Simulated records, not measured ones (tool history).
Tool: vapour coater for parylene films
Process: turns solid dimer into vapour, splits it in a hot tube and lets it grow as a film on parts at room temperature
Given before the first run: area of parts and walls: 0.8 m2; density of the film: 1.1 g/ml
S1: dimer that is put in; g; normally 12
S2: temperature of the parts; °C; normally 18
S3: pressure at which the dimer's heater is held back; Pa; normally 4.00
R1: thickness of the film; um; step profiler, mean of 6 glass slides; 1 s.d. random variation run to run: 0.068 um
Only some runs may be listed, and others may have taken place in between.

run 1 hour=0.0 | S1=12 S2=18 S3=4.00 | R1=10.92
run 2 hour=12.2 | S1=12 S2=18 S3=4.00 | R1=10.87
run 3 hour=25.5 | S1=8 S2=18 S3=4.00 | R1=7.25
run 4 hour=33.5 | S1=8 S2=18 S3=4.00 | R1=7.18
run 5 hour=47.5 | S1=10 S2=18 S3=4.00 | R1=9.06
run 6 hour=56.8 | S1=10 S2=18 S3=4.00 | R1=9.01
run 7 hour=75.8 | S1=10 S2=18 S3=10.56 | R1=7.06
run 8 hour=91.6 | S1=8 S2=18 S3=10.04 | R1=5.70

The next listed run, before its measurement:
run 9 hour=105.7 | S1=8 S2=18 S3=10.04 | R1=?

R1: 5.72 um
Minus the tool's unlogged condition, the same run would have read R1 6.04 um.
